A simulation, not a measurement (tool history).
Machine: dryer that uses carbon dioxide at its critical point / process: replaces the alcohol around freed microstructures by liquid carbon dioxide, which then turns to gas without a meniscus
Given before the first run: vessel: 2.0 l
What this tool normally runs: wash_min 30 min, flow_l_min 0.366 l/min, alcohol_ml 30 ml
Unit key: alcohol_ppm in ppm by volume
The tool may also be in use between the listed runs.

run 1 day=0.000 | wash_min=30 flow_l_min=0.366 alcohol_ml=30 | alcohol_ppm=298
run 2 day=1.300 | wash_min=30 flow_l_min=0.457 alcohol_ml=30 | alcohol_ppm=159
run 3 day=3.200 | wash_min=30 flow_l_min=0.366 alcohol_ml=30 | alcohol_ppm=308
run 4 day=5.229 | wash_min=41 flow_l_min=0.366 alcohol_ml=30 | alcohol_ppm=142
run 5 day=6.967 | wash_min=41 flow_l_min=0.366 alcohol_ml=30 | alcohol_ppm=140
run 6 day=8.754 | wash_min=41 flow_l_min=0.366 alcohol_ml=30 | alcohol_ppm=150
run 7 day=10.300 | wash_min=41 flow_l_min=0.366 alcohol_ml=30 | alcohol_ppm=156
run 8 day=11.550 | wash_min=30 flow_l_min=0.366 alcohol_ml=64 | alcohol_ppm=670
run 9 day=12.821 | wash_min=43 flow_l_min=0.366 alcohol_ml=30 | alcohol_ppm=144
run 10 day=14.612 | wash_min=30 flow_l_min=0.366 alcohol_ml=30 | alcohol_ppm=394
run 11 day=16.354 | wash_min=30 flow_l_min=0.366 alcohol_ml=30 | alcohol_ppm=398
run 12 day=18.100 | wash_min=30 flow_l_min=0.366 alcohol_ml=30 | alcohol_ppm=424
run 13 day=19.312 | wash_min=30 flow_l_min=0.366 alcohol_ml=35 | alcohol_ppm=324
run 14 day=20.800 | wash_min=30 flow_l_min=0.366 alcohol_ml=35 | alcohol_ppm=314
run 15 day=22.046 | wash_min=30 flow_l_min=0.366 alcohol_ml=35 | alcohol_ppm=325
run 16 day=24.004 | wash_min=30 flow_l_min=0.366 alcohol_ml=35 | alcohol_ppm=357
run 17 day=24.979 | wash_min=30 flow_l_min=0.366 alcohol_ml=35 | alcohol_ppm=361
run 18 day=26.242 | wash_min=30 flow_l_min=0.366 alcohol_ml=35 | alcohol_ppm=352
run 19 day=27.300 | wash_min=30 flow_l_min=0.366 alcohol_ml=35 | alcohol_ppm=366
run 20 day=29.112 | wash_min=33 flow_l_min=0.366 alcohol_ml=30 | alcohol_ppm=259
run 21 day=30.467 | wash_min=27 flow_l_min=0.366 alcohol_ml=30 | alcohol_ppm=446
run 22 day=32.121 | wash_min=30 flow_l_min=0.366 alcohol_ml=30 | alcohol_ppm=360
run 23 day=33.817 | wash_min=30 flow_l_min=0.366 alcohol_ml=30 | alcohol_ppm=384
run 24 day=35.300 | wash_min=18 flow_l_min=0.366 alcohol_ml=30 | alcohol_ppm=1409
run 25 day=36.696 | wash_min=21 flow_l_min=0.366 alcohol_ml=28 | alcohol_ppm=912
run 26 day=38.775 | wash_min=28 flow_l_min=0.220 alcohol_ml=30 | alcohol_ppm=1625
run 27 day=39.779 | wash_min=28 flow_l_min=0.372 alcohol_ml=54 | alcohol_ppm=727
run 28 day=40.762 | wash_min=28 flow_l_min=0.372 alcohol_ml=54 | alcohol_ppm=746
run 29 day=42.179 | wash_min=35 flow_l_min=0.583 alcohol_ml=40 | alcohol_ppm=177
run 30 day=43.625 | wash_min=25 flow_l_min=0.366 alcohol_ml=22 | alcohol_ppm=560
run 31 day=44.850 | wash_min=25 flow_l_min=0.366 alcohol_ml=29 | alcohol_ppm=701
run 32 day=46.012 | wash_min=25 flow_l_min=0.366 alcohol_ml=29 | alcohol_ppm=694
run 33 day=47.546 | wash_min=20 flow_l_min=0.502 alcohol_ml=63 | alcohol_ppm=1060
run 34 day=49.496 | wash_min=20 flow_l_min=0.361 alcohol_ml=112 | alcohol_ppm=4436
run 35 day=51.304 | wash_min=20 flow_l_min=0.361 alcohol_ml=112 | alcohol_ppm=4531
run 36 day=52.408 | wash_min=20 flow_l_min=0.361 alcohol_ml=112 | alcohol_ppm=3165
run 37 day=53.396 | wash_min=20 flow_l_min=0.361 alcohol_ml=112 | alcohol_ppm=3281
run 38 day=55.025 | wash_min=48 flow_l_min=0.342 alcohol_ml=51 | alcohol_ppm=223
run 39 day=56.233 | wash_min=28 flow_l_min=0.232 alcohol_ml=30 | alcohol_ppm=1258
run 40 day=57.679 | wash_min=28 flow_l_min=0.232 alcohol_ml=30 | alcohol_ppm=1337
run 41 day=58.912 | wash_min=28 flow_l_min=0.232 alcohol_ml=30 | alcohol_ppm=1296
run 42 day=60.238 | wash_min=39 flow_l_min=0.438 alcohol_ml=24 | alcohol_ppm=22
run 43 day=62.304 | wash_min=22 flow_l_min=0.301 alcohol_ml=28 | alcohol_ppm=1095
run 44 day=63.967 | wash_min=18 flow_l_min=0.366 alcohol_ml=30 | alcohol_ppm=1233
run 45 day=65.404 | wash_min=31 flow_l_min=0.583 alcohol_ml=30 | alcohol_ppm=35
run 46 day=67.517 | wash_min=31 flow_l_min=0.583 alcohol_ml=30 | alcohol_ppm=30
run 47 day=69.267 | wash_min=31 flow_l_min=0.583 alcohol_ml=30 | alcohol_ppm=45
run 48 day=71.312 | wash_min=31 flow_l_min=0.583 alcohol_ml=30 | alcohol_ppm=52

Not shown: 3 entries that the log had between the listed runs. Between which runs, and how does the tool's hidden state differ before and after?
Runs 12 to 13: inlet filter changed (day 18.633)
  flow that reaches the vessel past the clogged filter, %: 87.5 -> 99.7; alcohol in the recycled carbon dioxide, ppm: 107.3 -> 110
  measured minus no-state result, alcohol_ppm: +237 -> +109 ppm by volume
Runs 35 to 36: inlet filter changed (day 52.071)
  flow that reaches the vessel past the clogged filter, %: 87.6 -> 99.8; alcohol in the recycled carbon dioxide, ppm: 180 -> 182.7
  measured minus no-state result, alcohol_ppm: +1507 -> +194 ppm by volume
Runs 41 to 42: purifier's bed changed (day 59.904)
  flow that reaches the vessel past the clogged filter, %: 97.4 -> 96.9; alcohol in the recycled carbon dioxide, ppm: 196.9 -> 7.6
  measured minus no-state result, alcohol_ppm: +264 -> +5 ppm by volume
